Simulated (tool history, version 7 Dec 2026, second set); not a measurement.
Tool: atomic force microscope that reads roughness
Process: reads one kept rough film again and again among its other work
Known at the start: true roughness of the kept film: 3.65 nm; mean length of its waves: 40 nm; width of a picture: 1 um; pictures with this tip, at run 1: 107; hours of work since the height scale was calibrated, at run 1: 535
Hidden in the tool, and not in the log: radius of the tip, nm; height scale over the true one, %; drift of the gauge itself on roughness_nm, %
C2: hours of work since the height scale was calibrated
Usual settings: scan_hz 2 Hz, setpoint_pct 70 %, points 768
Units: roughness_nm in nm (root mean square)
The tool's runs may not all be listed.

{"run": 1, "hour": 0.0, "scan_hz": 2, "setpoint_pct": 70, "points": 768, "pictures with this tip": 107, "C2": 535, "roughness_nm": 3.009}
{"run": 2, "hour": 21.3, "scan_hz": 2, "setpoint_pct": 70, "points": 768, "pictures with this tip": 128, "C2": 547, "roughness_nm": 3.001}
{"run": 3, "hour": 45.6, "scan_hz": 2, "setpoint_pct": 70, "points": 768, "pictures with this tip": 151, "C2": 561, "roughness_nm": 2.966}
{"run": 4, "hour": 67.4, "scan_hz": 2, "setpoint_pct": 70, "points": 768, "pictures with this tip": 171, "C2": 573, "roughness_nm": 2.958}
{"run": 5, "hour": 89.5, "scan_hz": 2, "setpoint_pct": 70, "points": 768, "pictures with this tip": 192, "C2": 585, "roughness_nm": 2.939}
{"run": 6, "hour": 113.6, "scan_hz": 2, "setpoint_pct": 70, "points": 768, "pictures with this tip": 215, "C2": 599, "roughness_nm": 2.92}
{"run": 7, "hour": 142.1, "scan_hz": 2, "setpoint_pct": 70, "points": 768, "pictures with this tip": 242, "C2": 615, "roughness_nm": 2.902}
{"run": 8, "hour": 160.8, "scan_hz": 2, "setpoint_pct": 70, "points": 768, "pictures with this tip": 259, "C2": 626, "roughness_nm": 2.887}
{"run": 9, "hour": 173.9, "scan_hz": 2, "setpoint_pct": 70, "points": 768, "pictures with this tip": 272, "C2": 633, "roughness_nm": 2.865}
{"run": 10, "hour": 190.1, "scan_hz": 2, "setpoint_pct": 70, "points": 768, "pictures with this tip": 287, "C2": 642, "roughness_nm": 2.865}
{"hour": 195.5, "done": "new tip fitted"}
{"run": 11, "hour": 208.3, "scan_hz": 2, "setpoint_pct": 61, "points": 768, "pictures with this tip": 12, "C2": 652, "roughness_nm": 3.235}
{"run": 12, "hour": 226.3, "scan_hz": 3.62, "setpoint_pct": 70, "points": 768, "pictures with this tip": 29, "C2": 663, "roughness_nm": 2.846}
{"run": 13, "hour": 253.8, "scan_hz": 3.62, "setpoint_pct": 70, "points": 768, "pictures with this tip": 55, "C2": 678, "roughness_nm": 2.839}
{"run": 14, "hour": 270.9, "scan_hz": 3.62, "setpoint_pct": 70, "points": 768, "pictures with this tip": 71, "C2": 688, "roughness_nm": 2.809}
{"hour": 273.6, "done": "height scale calibrated on a step standard"}
{"run": 15, "hour": 288.6, "scan_hz": 3.62, "setpoint_pct": 70, "points": 768, "pictures with this tip": 87, "C2": 8, "roughness_nm": 2.824}
{"run": 16, "hour": 302.0, "scan_hz": 3.62, "setpoint_pct": 70, "points": 768, "pictures with this tip": 99, "C2": 16, "roughness_nm": 2.797}
{"run": 17, "hour": 323.0, "scan_hz": 2.57, "setpoint_pct": 70, "points": 768, "pictures with this tip": 119, "C2": 28, "roughness_nm": 2.916}
{"run": 18, "hour": 351.0, "scan_hz": 2.57, "setpoint_pct": 70, "points": 511, "pictures with this tip": 146, "C2": 44, "roughness_nm": 2.906}
{"run": 19, "hour": 381.1, "scan_hz": 2.57, "setpoint_pct": 70, "points": 511, "pictures with this tip": 174, "C2": 61, "roughness_nm": 2.875}
{"hour": 393.8, "done": "height scale calibrated on a step standard, once more"}
{"run": 20, "hour": 405.3, "scan_hz": 2.57, "setpoint_pct": 70, "points": 511, "pictures with this tip": 196, "C2": 6, "roughness_nm": 2.85}
{"run": 21, "hour": 429.8, "scan_hz": 2.57, "setpoint_pct": 70, "points": 511, "pictures with this tip": 219, "C2": 20, "roughness_nm": 2.841}
{"run": 22, "hour": 456.2, "scan_hz": 2, "setpoint_pct": 70, "points": 509, "pictures with this tip": 244, "C2": 35, "roughness_nm": 2.91}
{"run": 23, "hour": 480.8, "scan_hz": 2, "setpoint_pct": 70, "points": 509, "pictures with this tip": 267, "C2": 49, "roughness_nm": 2.916}
{"run": 24, "hour": 496.2, "scan_hz": 0.61, "setpoint_pct": 70, "points": 509, "pictures with this tip": 282, "C2": 58, "roughness_nm": 3.107}
{"hour": 506.3, "done": "new tip fitted"}
{"run": 25, "hour": 525.2, "scan_hz": 2, "setpoint_pct": 70, "points": 768, "pictures with this tip": 18, "C2": 74, "roughness_nm": 3.112}
{"run": 26, "hour": 544.1, "scan_hz": 1.29, "setpoint_pct": 70, "points": 768, "pictures with this tip": 36, "C2": 85, "roughness_nm": 3.191}
{"run": 27, "hour": 565.6, "scan_hz": 0.8, "setpoint_pct": 86, "points": 803, "pictures with this tip": 56, "C2": 97, "roughness_nm": 3.107}
{"run": 28, "hour": 586.8, "scan_hz": 1.82, "setpoint_pct": 78, "points": 569, "pictures with this tip": 76, "C2": 109, "roughness_nm": 2.951}
{"run": 29, "hour": 612.4, "scan_hz": 3.54, "setpoint_pct": 83, "points": 491, "pictures with this tip": 100, "C2": 123, "roughness_nm": 2.431}
{"run": 30, "hour": 636.4, "scan_hz": 1.09, "setpoint_pct": 70, "points": 357, "pictures with this tip": 123, "C2": 137, "roughness_nm": 3.149}
{"run": 31, "hour": 661.7, "scan_hz": 1.32, "setpoint_pct": 66, "points": 552, "pictures with this tip": 147, "C2": 151, "roughness_nm": 3.154}
{"run": 32, "hour": 674.5, "scan_hz": 1.32, "setpoint_pct": 66, "points": 552, "pictures with this tip": 159, "C2": 158, "roughness_nm": 3.145}
{"run": 33, "hour": 702.9, "scan_hz": 1.32, "setpoint_pct": 66, "points": 838, "pictures with this tip": 186, "C2": 174, "roughness_nm": 3.143}
{"run": 34, "hour": 730.7, "scan_hz": 0.62, "setpoint_pct": 88, "points": 710, "pictures with this tip": 212, "C2": 190, "roughness_nm": 3.009}
{"run": 35, "hour": 752.7, "scan_hz": 3.89, "setpoint_pct": 67, "points": 427, "pictures with this tip": 233, "C2": 203, "roughness_nm": 2.75}
{"run": 36, "hour": 776.2, "scan_hz": 3.89, "setpoint_pct": 67, "points": 427, "pictures with this tip": 255, "C2": 216, "roughness_nm": 2.732}
{"run": 37, "hour": 797.7, "scan_hz": 0.59, "setpoint_pct": 70, "points": 660, "pictures with this tip": 275, "C2": 228, "roughness_nm": 3.132}
{"hour": 816.3, "done": "new tip fitted"}
{"run": 38, "hour": 826.9, "scan_hz": 2.92, "setpoint_pct": 75, "points": 338, "pictures with this tip": 10, "C2": 244, "roughness_nm": 2.827}
{"run": 39, "hour": 839.3, "scan_hz": 2.92, "setpoint_pct": 58, "points": 554, "pictures with this tip": 21, "C2": 251, "roughness_nm": 3.198}
{"run": 40, "hour": 855.0, "scan_hz": 0.8, "setpoint_pct": 77, "points": 358, "pictures with this tip": 36, "C2": 260, "roughness_nm": 3.192}
{"run": 41, "hour": 884.2, "scan_hz": 0.8, "setpoint_pct": 77, "points": 358, "pictures with this tip": 64, "C2": 277, "roughness_nm": 3.167}
{"run": 42, "hour": 898.2, "scan_hz": 1.25, "setpoint_pct": 70, "points": 493, "pictures with this tip": 77, "C2": 284, "roughness_nm": 3.196}
{"run": 43, "hour": 925.6, "scan_hz": 1.25, "setpoint_pct": 70, "points": 493, "pictures with this tip": 103, "C2": 300, "roughness_nm": 3.123}
{"run": 44, "hour": 951.1, "scan_hz": 0.55, "setpoint_pct": 62, "points": 334, "pictures with this tip": 127, "C2": 314, "roughness_nm": 3.274}
{"run": 45, "hour": 973.0, "scan_hz": 0.55, "setpoint_pct": 62, "points": 334, "pictures with this tip": 148, "C2": 327, "roughness_nm": 3.256}
{"run": 46, "hour": 988.1, "scan_hz": 0.55, "setpoint_pct": 62, "points": 334, "pictures with this tip": 162, "C2": 335, "roughness_nm": 3.231}
{"run": 47, "hour": 1007.7, "scan_hz": 0.55, "setpoint_pct": 62, "points": 334, "pictures with this tip": 180, "C2": 346, "roughness_nm": 3.242}
{"run": 48, "hour": 1035.4, "scan_hz": 0.79, "setpoint_pct": 61, "points": 414, "pictures with this tip": 206, "C2": 362, "roughness_nm": 3.175}
{"run": 49, "hour": 1048.8, "scan_hz": 0.79, "setpoint_pct": 88, "points": 373, "pictures with this tip": 219, "C2": 370, "roughness_nm": 2.939}
{"run": 50, "hour": 1076.7, "scan_hz": 0.79, "setpoint_pct": 88, "points": 373, "pictures with this tip": 246, "C2": 385, "roughness_nm": 2.892}
{"run": 51, "hour": 1096.0, "scan_hz": 0.79, "setpoint_pct": 88, "points": 373, "pictures with this tip": 264, "C2": 396, "roughness_nm": 2.895}

Measured less the same run without the tool's hidden state. The same run-to-run variation is in both; the gauge's scatter may not be:
run=1 roughness_nm=-0.124
run=2 roughness_nm=-0.143
run=3 roughness_nm=-0.161
run=4 roughness_nm=-0.179
run=5 roughness_nm=-0.196
run=6 roughness_nm=-0.213
run=7 roughness_nm=-0.235
run=8 roughness_nm=-0.248
run=9 roughness_nm=-0.258
run=10 roughness_nm=-0.272
run=11 roughness_nm=-0.032
run=12 roughness_nm=-0.043
run=13 roughness_nm=-0.065
run=14 roughness_nm=-0.076
run=15 roughness_nm=-0.093
run=16 roughness_nm=-0.102
run=17 roughness_nm=-0.125
run=18 roughness_nm=-0.148
run=19 roughness_nm=-0.171
run=20 roughness_nm=-0.179
run=21 roughness_nm=-0.197
run=22 roughness_nm=-0.225
run=23 roughness_nm=-0.245
run=24 roughness_nm=-0.275
run=25 roughness_nm=-0.028
run=26 roughness_nm=-0.043
run=27 roughness_nm=-0.06
run=28 roughness_nm=-0.075
run=29 roughness_nm=-0.078
run=30 roughness_nm=-0.124
run=31 roughness_nm=-0.147
run=32 roughness_nm=-0.157
run=33 roughness_nm=-0.182
run=34 roughness_nm=-0.197
run=35 roughness_nm=-0.196
run=36 roughness_nm=-0.212
run=37 roughness_nm=-0.26
run=38 roughness_nm=-0.02
run=39 roughness_nm=-0.033
run=40 roughness_nm=-0.047
run=41 roughness_nm=-0.073
run=42 roughness_nm=-0.084
run=43 roughness_nm=-0.109
run=44 roughness_nm=-0.138
run=45 roughness_nm=-0.157
run=46 roughness_nm=-0.168
run=47 roughness_nm=-0.185
run=48 roughness_nm=-0.205
run=49 roughness_nm=-0.201
run=50 roughness_nm=-0.219
run=51 roughness_nm=-0.235
